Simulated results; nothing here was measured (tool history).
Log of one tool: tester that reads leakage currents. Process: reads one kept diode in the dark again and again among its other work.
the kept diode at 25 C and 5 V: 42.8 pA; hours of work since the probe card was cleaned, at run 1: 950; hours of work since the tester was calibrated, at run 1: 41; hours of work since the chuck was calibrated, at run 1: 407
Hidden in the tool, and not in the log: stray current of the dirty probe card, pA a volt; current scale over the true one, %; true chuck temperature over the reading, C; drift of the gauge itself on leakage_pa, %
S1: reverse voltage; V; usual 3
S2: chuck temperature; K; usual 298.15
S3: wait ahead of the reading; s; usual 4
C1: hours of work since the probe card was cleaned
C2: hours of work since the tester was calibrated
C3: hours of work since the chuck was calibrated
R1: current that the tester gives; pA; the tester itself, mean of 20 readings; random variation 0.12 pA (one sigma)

run,hour,S1,S2,S3,C1,C2,C3,R1
1,0,3,298.15,4,950,41,407,34.37
2,37.2,3,298.15,4,971,62,428,34.18
3,53,3,298.15,4,980,71,437,34.13
4,71.8,3,298.15,4,991,81,447,34.07
5,89.7,3,298.15,4,1001,92,457,34.09
6,113.8,3,298.15,8.98,1014,105,471,33.86
7,132,3,298.15,8.98,1024,115,481,33.84
8,158.9,3,298.15,8.98,1039,130,496,33.94
9,193.3,3,298.15,8.98,1059,150,515,33.6
10,213.6,3,298.15,4,1070,161,527,33.73
11,228.9,3,298.15,4,1079,169,535,33.59
12,252.9,3,298.15,4,1092,183,549,33.54
13,288.8,3,300.15,4,1112,203,569,40.35
14,314.3,19.3,300.15,4,1126,217,583,77.81
15,346.9,8.52,298.15,4,1145,236,601,47.88
16,364.9,8.52,298.15,4,1155,246,612,47.82

The next listed run, before its measurement:
# hour 369.7: probe card cleaned and baked
17,399.9,4.41,298.15,4.22,17,264,629,?

R1: 38.33 pA
Without the tool's hidden state the same run would have given R1 41.54 pA.
